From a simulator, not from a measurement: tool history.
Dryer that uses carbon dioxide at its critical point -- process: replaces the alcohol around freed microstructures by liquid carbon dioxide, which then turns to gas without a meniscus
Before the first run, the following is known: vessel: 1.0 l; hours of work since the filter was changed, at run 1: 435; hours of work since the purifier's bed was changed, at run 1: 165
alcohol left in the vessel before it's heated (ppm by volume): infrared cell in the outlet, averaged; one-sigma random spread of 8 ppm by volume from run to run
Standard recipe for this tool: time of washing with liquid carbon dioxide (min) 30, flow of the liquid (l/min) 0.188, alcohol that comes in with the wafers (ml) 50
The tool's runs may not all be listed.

run   hour  time of washing with liquid carbon dioxide (min)  flow of the liquid (l/min)  alcohol that comes in with the wafers (ml)  hours of work since the filter was changed  hours of work since the purifier's bed was changed  alcohol left in the vessel before it's heated (ppm by volume)
  1    0.0                                                30                       0.188                                          50                                         435                                                 165                                                            901
  2    6.1                                                30                       0.188                                          50                                         439                                                 168                                                            922
  3   13.0                                                30                       0.188                                          50                                         443                                                 172                                                            921
  4   22.9                                                30                       0.188                                          50                                         448                                                 178                                                            923
  5   32.0                                                30                       0.188                                          50                                         453                                                 183                                                            946
  6   38.5                                                25                       0.188                                          50                                         457                                                 186                                                           1801
  7   43.4                                                25                       0.188                                          50                                         459                                                 189                                                           1799
      48.6  -- inlet filter changed
  8   49.9                                                25                       0.188                                          50                                           1                                                 192                                                            959
  9   54.7                                                25                       0.188                                          50                                           3                                                 195                                                            955
 10   62.3                                                25                       0.188                                          50                                           8                                                 199                                                            940
 11   70.4                                                25                       0.188                                          50                                          12                                                 203                                                            965
 12   76.2                                                25                       0.188                                          50                                          15                                                 207                                                            983
 13   84.3                                                25                       0.188                                          50                                          20                                                 211                                                            984
 14   92.4                                                30                       0.188                                          50                                          24                                                 216                                                            462
 15  103.8                                                30                       0.188                                          50                                          31                                                 222                                                            479
 16  114.6                                                30                       0.188                                          50                                          37                                                 228                                                            471
 17  123.1                                                30                       0.188                                          50                                          41                                                 233                                                            481
 18  133.9                                                30                       0.182                                          50                                          47                                                 239                                                            558
 19  143.4                                                30                       0.123                                          50                                          52                                                 244                                                           2336
 20  151.4                                                30                       0.163                                          50                                          57                                                 248                                                            894
 21  158.7                                                30                       0.188                                          71                                          61                                                 252                                                            708
 22  167.0                                                30                       0.188                                          50                                          66                                                 257                                                            492
 23  177.2                                                41                       0.184                                          77                                          71                                                 263                                                            201
 24  185.3                                                30                       0.236                                          57                                          76                                                 267                                                            214
 25  190.9                                                30                       0.191                                          50                                          79                                                 270                                                            484
 26  197.3                                                30                       0.191                                          50                                          82                                                 274                                                            492
 27  204.1                                                30                       0.191                                          50                                          86                                                 277                                                            498
 28  208.8                                                30                       0.191                                          50                                          89                                                 280                                                            484
 29  219.6                                                30                       0.191                                          50                                          95                                                 286                                                            517
 30  230.0                                                30                       0.191                                          50                                         100                                                 292                                                            497
 31  241.1                                                34                       0.240                                         108                                         107                                                 298                                                            190
 32  247.3                                                46                       0.188                                          50                                         110                                                 301                                                             96
 33  257.9                                                31                       0.216                                          28                                         116                                                 307                                                            171
 34  268.0                                                25                       0.181                                          74                                         121                                                 313                                                           1935
 35  274.2                                                24                       0.283                                         106                                         125                                                 316                                                            489
 36  281.5                                                24                       0.283                                         106                                         129                                                 320                                                            495
 37  288.0                                                32                       0.167                                          50                                         132                                                 324                                                            708
 38  296.7                                                19                       0.177                                          69                                         137                                                 329                                                           4529
 39  308.0                                                19                       0.177                                          69                                         144                                                 335                                                           4678
 40  316.0                                                19                       0.126                                          69                                         148                                                 339                                                           9985
 41  325.3                                                42                       0.264                                          69                                         153                                                 345                                                             69
 42  335.1                                                45                       0.188                                          50                                         159                                                 350                                                            109
 43  340.4                                                45                       0.188                                          50                                         161                                                 353                                                            114
 44  345.0                                                41                       0.155                                          22                                         164                                                 355                                                            192

Across each entry between runs, compare the hidden state at the last listed run before it with the hidden state at the first listed run after it:
From run 7 to run 8: inlet filter changed (hour 48.6)
  flow that reaches the vessel past the clogged filter, %: 83.6 -> 99.8; alcohol in the recycled carbon dioxide, ppm: 32.1 -> 32.5
  measured result minus the result with no hidden state, alcohol left in the vessel before it's heated (ppm by volume): +877 -> +34

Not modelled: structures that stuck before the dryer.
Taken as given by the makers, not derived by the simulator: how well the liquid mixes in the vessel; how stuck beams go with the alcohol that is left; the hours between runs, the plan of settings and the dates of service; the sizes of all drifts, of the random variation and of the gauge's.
